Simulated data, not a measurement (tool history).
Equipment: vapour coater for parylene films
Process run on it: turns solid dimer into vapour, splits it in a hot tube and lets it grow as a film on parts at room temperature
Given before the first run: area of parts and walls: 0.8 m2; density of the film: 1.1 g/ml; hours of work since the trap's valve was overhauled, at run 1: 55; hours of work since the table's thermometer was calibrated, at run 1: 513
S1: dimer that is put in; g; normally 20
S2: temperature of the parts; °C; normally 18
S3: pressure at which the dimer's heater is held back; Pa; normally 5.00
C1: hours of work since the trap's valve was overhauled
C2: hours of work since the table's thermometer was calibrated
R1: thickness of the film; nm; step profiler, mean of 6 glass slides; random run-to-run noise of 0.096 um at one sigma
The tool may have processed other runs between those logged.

run,day,S1,S2,S3,C1,C2,R1
1,0.000,20,18,5.00,55,513,11870
2,0.808,20,18,5.00,67,525,11790
3,1.467,20,18,5.00,76,535,11590
4,2.588,20,18,5.00,93,552,11560
5,3.079,20,18,5.00,100,559,11750
6,3.958,20,18,5.00,113,572,11670
7,5.067,20,18,5.00,129,588,11700
8,5.704,9,18,5.00,139,598,5320
9,6.633,9,18,5.00,153,611,5260
10,7.262,9,18,5.00,162,621,5230
11,8.312,9,18,5.00,177,636,5270
12,9.283,9,18,5.00,192,650,5220
13,10.183,20,26,5.00,205,664,9840
14,10.967,20,18,5.00,216,675,11610
# day 11.808: trap's valve overhauled
15,12.117,10,15,9.06,5,690,6020
16,12.892,20,18,2.85,16,701,12090
17,13.417,20,18,2.85,24,709,12290
18,14.300,20,11,3.14,37,722,13880
19,15.288,20,11,3.14,51,736,13940
20,16.062,24,11,3.14,63,748,16710
21,17.200,24,11,3.14,80,765,16700
22,18.200,13,18,5.00,94,779,7590
23,19.317,24,15,6.24,111,796,14710
24,20.438,27,22,10.79,127,812,13880
25,21.183,18,30,7.55,138,823,8190
26,22.062,20,13,6.30,151,836,12760
27,23.050,14,15,3.83,166,851,8760

Below are 3 alternative next runs, each starting from the tool's condition after run 27. Predict each:
A,24.175,27,25,4.93,182,867,?
B,24.175,20,18,11.81,182,867,?
C,24.175,29,11,2.64,182,867,?

run,R1
A,13600
B,10870
C,20110
Take away the tool's hidden state, keep each run's random variation, and the runs would have read:
run,R1
A,13640
B,10900
C,20160
